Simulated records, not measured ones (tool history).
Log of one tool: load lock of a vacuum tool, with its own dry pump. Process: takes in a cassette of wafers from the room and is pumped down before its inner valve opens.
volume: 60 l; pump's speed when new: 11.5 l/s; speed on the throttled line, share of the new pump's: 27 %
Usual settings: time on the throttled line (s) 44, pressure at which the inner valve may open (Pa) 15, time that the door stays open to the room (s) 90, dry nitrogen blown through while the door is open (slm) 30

run	day	time on the throttled line (s)	pressure at which the inner valve may open (Pa)	time that the door stays open to the room (s)	dry nitrogen blown through while the door is open (slm)	incoming humidity of the room's air, %	time from the closed door until the inner valve may open (s)	rise of the pressure with all valves shut (Pa/min)
1	0.000	44	15	90	30	44.8	79.4	0.303
2	13.162	44	15	90	30	41.0	80.3	0.326
3	22.017	44	15	90	30	42.6	80.4	0.343
4	37.262	44	15	70	30	44.7	82.2	0.355
5	50.275	44	15	70	30	47.5	81.7	0.376
6	66.350	44	15	70	30	45.0	80.7	0.405
7	77.704	44	15	70	30	41.0	81.2	0.425
8	90.050	44	15	70	30	41.5	81.9	0.446
9	105.271	44	15	90	19	45.5	82.2	0.493
10	114.850	44	15	90	30	41.9	81.4	0.502
# day 116.496: door's seal changed, seat wiped
11	124.358	44	15	90	30	47.3	82.5	0.033
12	136.779	44	15	90	30	44.6	82.7	0.037
13	144.412	44	15	90	30	45.1	82.4	0.044
14	154.529	44	15	90	30	47.6	82.3	0.042
15	167.162	44	15	90	30	46.5	82.6	0.054
16	177.917	44	15	90	30	43.7	84.3	0.050
17	185.417	44	15	90	30	43.5	82.8	0.061
18	193.646	36	15	90	30	42.8	78.9	0.060
19	205.062	36	13	136	10	48.8	79.7	0.128
20	220.867	36	13	136	10	44.3	79.7	0.128
21	227.992	43	12	136	10	47.1	86.0	0.135
22	241.462	43	24	56	10	43.4	81.4	0.111
23	256.171	44	20	90	30	45.5	83.1	0.112
24	265.662	44	15	90	25	44.0	85.5	0.121
25	279.296	44	15	90	25	46.0	85.5	0.130
26	292.329	32	23	90	30	49.3	75.8	0.142
27	308.442	32	23	90	30	45.4	75.5	0.154
28	319.783	32	15	33	30	45.8	79.1	0.157
29	334.508	32	15	232	30	46.7	79.1	0.219
30	345.908	24	15	90	16	42.8	73.6	0.207
31	361.479	24	15	90	16	46.2	74.1	0.226
32	371.271	24	15	90	16	49.6	75.4	0.244
33	388.475	50	15	90	30	46.8	92.2	0.253
34	400.412	29	15	90	30	44.0	79.1	0.268
35	410.050	57	14	188	6	44.4	98.3	0.361
36	425.896	57	14	188	6	41.8	98.4	0.382

3 ways to go on from here, each from the tool as it stands after run 36. What would each give?
A	437.846	23	11	183	6	43.8	?	?
B	437.846	57	14	188	6	47.2	?	?
C	437.846	44	15	39	30	48.7	?	?

run	time from the closed door until the inner valve may open (s)	rise of the pressure with all valves shut (Pa/min)
A	77.6	0.394
B	97.1	0.415
C	89.9	0.311
Without the tool's hidden state the same runs would have given:
run	time from the closed door until the inner valve may open (s)	rise of the pressure with all valves shut (Pa/min)
A	64.0	0.108
B	86.9	0.120
C	78.5	0.018
